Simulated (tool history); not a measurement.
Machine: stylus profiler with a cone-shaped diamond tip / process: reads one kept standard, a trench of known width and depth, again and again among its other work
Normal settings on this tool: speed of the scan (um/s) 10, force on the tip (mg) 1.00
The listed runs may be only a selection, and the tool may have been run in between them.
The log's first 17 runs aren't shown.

run   hour  speed of the scan (um/s)  force on the tip (mg)  depth of the trench (angstrom)  width of the trench's floor (um)
 18  344.8                        10                   1.00                          2010.5                             18.16
 19  356.9                        10                   1.00                          2010.3                             18.16
 20  378.8                        10                   1.00                          2010.9                             18.22
 21  394.9                        10                   0.66                          2008.8                             18.14
 22  418.2                        10                   0.66                          2007.6                             18.19
 23  431.4                        12                   0.66                          2008.1                             18.16
 24  448.8                        12                   2.61                          2020.7                             18.20
 25  475.8                        12                   2.61                          2021.3                             18.19
 26  489.9                        10                   0.37                          2005.5                             18.06
 27  506.7                         5                   1.26                          2012.7                             18.22
 28  520.0                         5                   1.26                          2012.5                             18.23
 29  532.4                         5                   0.57                          2007.5                             18.18
 30  546.7                        12                   1.18                          2012.6                             18.17
 31  566.0                        12                   1.18                          2012.3                             18.17
 32  580.1                         5                   0.57                          2007.2                             18.21
 33  593.7                         5                   0.57                          2007.9                             18.19
 34  612.1                         6                   1.38                          2013.2                             18.19
 35  632.9                        11                   1.67                          2015.4                             18.14
 36  647.1                        33                   0.53                          2007.4                             17.82
 37  662.6                        17                   0.98                          2010.4                             18.11
 38  685.5                         6                   2.10                          2017.8                             18.19
 39  699.9                         3                   2.66                          2021.4                             18.24
 40  721.2                        32                   0.54                          2007.0                             17.91

Alternative continuations, all from the tool just after run 40; predict every row:
  A  746.3                         2                   0.90                               ?                                 ?
  B  746.3                        20                   1.07                               ?                                 ?
  C  746.3                        36                   0.43                               ?                                 ?
  D  746.3                        10                   1.18                               ?                                 ?

run  depth of the trench (angstrom)  width of the trench's floor (um)
  A                          2010.1                             18.22
  B                          2011.2                             18.11
  C                          2006.3                             17.74
  D                          2012.4                             18.19
With the hidden condition removed and each run's random variation left untouched, the same runs would have given:
run  depth of the trench (angstrom)  width of the trench's floor (um)
  A                          2010.2                             18.23
  B                          2011.2                             18.12
  C                          2006.4                             17.75
  D                          2012.4                             18.20

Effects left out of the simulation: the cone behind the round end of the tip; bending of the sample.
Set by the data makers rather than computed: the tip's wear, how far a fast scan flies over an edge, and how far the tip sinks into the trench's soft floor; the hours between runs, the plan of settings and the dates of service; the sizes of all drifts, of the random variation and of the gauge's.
